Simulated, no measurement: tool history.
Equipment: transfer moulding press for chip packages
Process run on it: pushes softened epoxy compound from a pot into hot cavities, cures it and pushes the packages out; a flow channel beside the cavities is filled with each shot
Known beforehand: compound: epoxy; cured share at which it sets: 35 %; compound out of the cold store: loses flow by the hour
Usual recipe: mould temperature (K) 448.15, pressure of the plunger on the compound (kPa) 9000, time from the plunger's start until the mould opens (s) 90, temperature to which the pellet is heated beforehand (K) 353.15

run,hour,mould temperature (K),pressure of the plunger on the compound (kPa),time from the plunger's start until the mould opens (s),temperature to which the pellet is heated beforehand (K),incoming compound's hours out of the cold store,length that the compound runs in the flow channel (mm),greatest force on the pins that push the packages out (N)
1,0,448.15,9000,90,353.15,9.8,925,213
2,4.7,448.15,9000,90,353.15,40.5,856,202
3,10.5,448.15,9000,90,353.15,35.3,864,194
4,20.5,448.15,9000,90,360.15,39.5,857,203
5,28.6,448.15,9000,90,360.15,34.8,851,205
6,37.6,448.15,9000,90,353.15,40.6,851,209
7,47.1,448.15,9000,90,353.15,18.1,902,204
8,54.5,448.15,9000,90,353.15,42.4,852,197
9,59.3,448.15,9000,90,353.15,36.7,847,208
10,72.4,448.15,9000,90,353.15,31.2,873,193
11,80.1,448.15,9030,90,353.15,42.5,849,200
12,88.4,448.15,9030,90,353.15,19.5,910,214
13,92.3,448.15,9000,90,344.15,34.3,860,201
14,97.9,448.15,9000,91,353.15,28.3,886,212
15,106,448.15,9000,100,344.15,20.1,902,188
16,112.1,443.15,9000,90,352.15,36.1,876,261
17,123,443.15,9130,90,363.15,14.4,941,270
18,131.6,441.15,9460,90,353.15,38.5,908,292
19,136,443.15,9460,90,353.15,43,870,252
20,141.9,443.15,9460,99,353.15,18.1,948,233
21,149.2,443.15,9460,99,353.15,17.5,956,227
22,154.4,455.15,10340,108,353.15,35.6,898,182
23,158.5,455.15,10340,89,353.15,47.4,873,186
24,162.9,455.15,10340,89,362.15,34.6,889,185
25,169.5,448.15,9000,80,353.15,15.2,907,241
26,174.6,448.15,9030,109,353.15,41.1,838,191
27,183,450.15,10660,84,358.15,16.3,981,196
28,187,441.15,7880,78,361.15,47.2,791,365

Not shown: 5 entries that the log had between the listed runs. Between which runs, and how does the tool's hidden state differ before and after?
Run 3 -> run 4: cavities cleaned with cleaning compound and waxed (hour 13.2)
  pressure that reaches the compound, % of what is set: 99.82 -> 99.81; grip of the stained cavities, % over clean ones': 0.7 -> 0.2
Run 9 -> run 10: cavities cleaned with cleaning compound and waxed (hour 64.1); plunger's sealing rings changed (hour 72.4)
  pressure that reaches the compound, % of what is set: 99.79 -> 99.99; grip of the stained cavities, % over clean ones': 0.6 -> 0.1
Run 16 -> run 17: cavities cleaned with cleaning compound and waxed (hour 118.2)
  pressure that reaches the compound, % of what is set: 99.97 -> 99.96; grip of the stained cavities, % over clean ones': 0.6 -> 0.1
Run 24 -> run 25: cavities cleaned with cleaning compound and waxed (hour 169.5)
  pressure that reaches the compound, % of what is set: 99.94 -> 99.93; grip of the stained cavities, % over clean ones': 0.6 -> 0

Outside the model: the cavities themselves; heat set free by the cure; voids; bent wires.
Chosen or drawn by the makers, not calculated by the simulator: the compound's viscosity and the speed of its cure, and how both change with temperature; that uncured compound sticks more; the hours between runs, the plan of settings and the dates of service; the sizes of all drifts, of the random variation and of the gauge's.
